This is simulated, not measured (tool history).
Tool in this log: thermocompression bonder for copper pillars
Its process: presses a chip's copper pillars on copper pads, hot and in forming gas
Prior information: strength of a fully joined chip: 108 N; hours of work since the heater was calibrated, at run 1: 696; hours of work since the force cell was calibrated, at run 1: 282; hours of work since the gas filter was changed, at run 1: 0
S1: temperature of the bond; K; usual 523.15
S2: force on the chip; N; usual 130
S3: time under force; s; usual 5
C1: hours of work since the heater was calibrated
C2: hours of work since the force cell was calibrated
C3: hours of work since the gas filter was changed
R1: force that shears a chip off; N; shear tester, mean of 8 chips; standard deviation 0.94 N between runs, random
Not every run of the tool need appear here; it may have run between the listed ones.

{"run": 1, "hour": 0.0, "S1": 523.15, "S2": 130, "S3": 5, "C1": 696, "C2": 282, "C3": 0, "R1": 82.5}
{"run": 2, "hour": 21.2, "S1": 523.15, "S2": 130, "S3": 5, "C1": 710, "C2": 297, "C3": 15, "R1": 80.5}
{"run": 3, "hour": 49.1, "S1": 523.15, "S2": 130, "S3": 5, "C1": 730, "C2": 316, "C3": 34, "R1": 80.3}
{"run": 4, "hour": 82.6, "S1": 523.15, "S2": 130, "S3": 5, "C1": 753, "C2": 339, "C3": 57, "R1": 78.4}
{"run": 5, "hour": 104.3, "S1": 523.15, "S2": 130, "S3": 5, "C1": 767, "C2": 354, "C3": 72, "R1": 79.4}
{"run": 6, "hour": 133.9, "S1": 523.15, "S2": 130, "S3": 5, "C1": 788, "C2": 374, "C3": 92, "R1": 78.5}
{"run": 7, "hour": 162.7, "S1": 523.15, "S2": 130, "S3": 5, "C1": 808, "C2": 394, "C3": 112, "R1": 79.8}
{"run": 8, "hour": 198.9, "S1": 523.15, "S2": 130, "S3": 5, "C1": 832, "C2": 419, "C3": 137, "R1": 79.6}
{"run": 9, "hour": 226.1, "S1": 523.15, "S2": 130, "S3": 5, "C1": 851, "C2": 438, "C3": 155, "R1": 78.1}
{"run": 10, "hour": 248.1, "S1": 523.15, "S2": 79, "S3": 5, "C1": 866, "C2": 453, "C3": 170, "R1": 57.3}
{"run": 11, "hour": 284.1, "S1": 523.15, "S2": 79, "S3": 5, "C1": 891, "C2": 478, "C3": 195, "R1": 56.2}
{"run": 12, "hour": 323.2, "S1": 523.15, "S2": 191, "S3": 5, "C1": 918, "C2": 504, "C3": 222, "R1": 92.1}
{"run": 13, "hour": 369.4, "S1": 523.15, "S2": 191, "S3": 5, "C1": 950, "C2": 536, "C3": 254, "R1": 89.5}
{"run": 14, "hour": 419.0, "S1": 511.15, "S2": 130, "S3": 5, "C1": 984, "C2": 570, "C3": 288, "R1": 69.3}
{"run": 15, "hour": 442.0, "S1": 523.15, "S2": 130, "S3": 5, "C1": 999, "C2": 586, "C3": 304, "R1": 74.1}
{"run": 16, "hour": 487.4, "S1": 523.15, "S2": 130, "S3": 5, "C1": 1031, "C2": 617, "C3": 335, "R1": 75.9}
{"run": 17, "hour": 508.7, "S1": 523.15, "S2": 130, "S3": 5, "C1": 1045, "C2": 632, "C3": 349, "R1": 74.7}
{"run": 18, "hour": 544.3, "S1": 523.15, "S2": 88, "S3": 5, "C1": 1070, "C2": 656, "C3": 374, "R1": 59.1}
{"hour": 560.0, "done": "forming gas filter changed"}
{"run": 19, "hour": 581.9, "S1": 524.15, "S2": 130, "S3": 5, "C1": 1095, "C2": 682, "C3": 15, "R1": 80.9}
{"run": 20, "hour": 626.5, "S1": 524.15, "S2": 130, "S3": 5, "C1": 1126, "C2": 712, "C3": 46, "R1": 81.8}
{"run": 21, "hour": 675.5, "S1": 523.15, "S2": 130, "S3": 5, "C1": 1160, "C2": 746, "C3": 79, "R1": 79.5}
{"run": 22, "hour": 701.7, "S1": 523.15, "S2": 130, "S3": 5, "C1": 1177, "C2": 764, "C3": 97, "R1": 82.2}
{"run": 23, "hour": 736.4, "S1": 523.15, "S2": 130, "S3": 5, "C1": 1201, "C2": 788, "C3": 121, "R1": 79.4}
{"run": 24, "hour": 762.9, "S1": 498.15, "S2": 102, "S3": 11, "C1": 1220, "C2": 806, "C3": 139, "R1": 67.7}
{"run": 25, "hour": 805.8, "S1": 523.15, "S2": 102, "S3": 11, "C1": 1249, "C2": 836, "C3": 169, "R1": 82.5}
{"run": 26, "hour": 832.7, "S1": 537.15, "S2": 150, "S3": 5, "C1": 1268, "C2": 854, "C3": 187, "R1": 89.8}
{"run": 27, "hour": 868.9, "S1": 550.15, "S2": 130, "S3": 5, "C1": 1292, "C2": 879, "C3": 212, "R1": 91.7}
{"run": 28, "hour": 910.4, "S1": 542.15, "S2": 130, "S3": 5, "C1": 1321, "C2": 907, "C3": 241, "R1": 87.6}
{"hour": 915.0, "done": "heater calibrated with a thermocouple chip"}
{"run": 29, "hour": 946.0, "S1": 514.15, "S2": 132, "S3": 5, "C1": 21, "C2": 931, "C3": 264, "R1": 75.4}
{"run": 30, "hour": 967.3, "S1": 511.15, "S2": 85, "S3": 8, "C1": 36, "C2": 945, "C3": 278, "R1": 64.6}
{"run": 31, "hour": 999.4, "S1": 506.15, "S2": 134, "S3": 8, "C1": 58, "C2": 967, "C3": 300, "R1": 78.0}
{"run": 32, "hour": 1043.9, "S1": 506.15, "S2": 134, "S3": 8, "C1": 89, "C2": 998, "C3": 331, "R1": 79.1}
{"run": 33, "hour": 1069.0, "S1": 506.15, "S2": 134, "S3": 8, "C1": 106, "C2": 1015, "C3": 348, "R1": 79.4}
{"run": 34, "hour": 1109.4, "S1": 541.15, "S2": 135, "S3": 5, "C1": 134, "C2": 1043, "C3": 376, "R1": 90.4}
{"hour": 1121.7, "done": "forming gas filter changed"}
{"hour": 1129.5, "done": "force cell calibrated"}
{"run": 35, "hour": 1150.6, "S1": 510.15, "S2": 123, "S3": 4, "C1": 161, "C2": 15, "C3": 19, "R1": 74.8}
{"run": 36, "hour": 1182.8, "S1": 510.15, "S2": 123, "S3": 4, "C1": 183, "C2": 37, "C3": 41, "R1": 74.6}
{"hour": 1215.4, "done": "heater calibrated with a thermocouple chip, once more"}
{"run": 37, "hour": 1234.8, "S1": 533.15, "S2": 113, "S3": 6, "C1": 13, "C2": 71, "C3": 75, "R1": 82.4}
{"run": 38, "hour": 1257.2, "S1": 552.15, "S2": 124, "S3": 7, "C1": 29, "C2": 86, "C3": 91, "R1": 96.1}
{"run": 39, "hour": 1283.8, "S1": 552.15, "S2": 124, "S3": 7, "C1": 47, "C2": 105, "C3": 109, "R1": 94.5}
{"run": 40, "hour": 1332.8, "S1": 552.15, "S2": 166, "S3": 7, "C1": 81, "C2": 138, "C3": 143, "R1": 100.7}
{"run": 41, "hour": 1381.1, "S1": 518.15, "S2": 121, "S3": 3, "C1": 114, "C2": 171, "C3": 176, "R1": 59.5}

Consider 3 possible next runs. They are alternatives, not a sequence: every one starts from the tool as it was left by run 41. What does each give?
{"run": "A", "hour": 1431.7, "S1": 529.15, "S2": 130, "S3": 5, "C1": 149, "C2": 206, "C3": 211, "R1": "?"}
{"run": "B", "hour": 1431.7, "S1": 527.15, "S2": 121, "S3": 14, "C1": 149, "C2": 206, "C3": 211, "R1": "?"}
{"run": "C", "hour": 1431.7, "S1": 540.15, "S2": 128, "S3": 10, "C1": 149, "C2": 206, "C3": 211, "R1": "?"}

run=A R1=79.0
run=B R1=91.1
run=C R1=94.6
Without the tool's hidden state the same runs would have given:
run=A R1=82.7
run=B R1=95.5
run=C R1=99.2

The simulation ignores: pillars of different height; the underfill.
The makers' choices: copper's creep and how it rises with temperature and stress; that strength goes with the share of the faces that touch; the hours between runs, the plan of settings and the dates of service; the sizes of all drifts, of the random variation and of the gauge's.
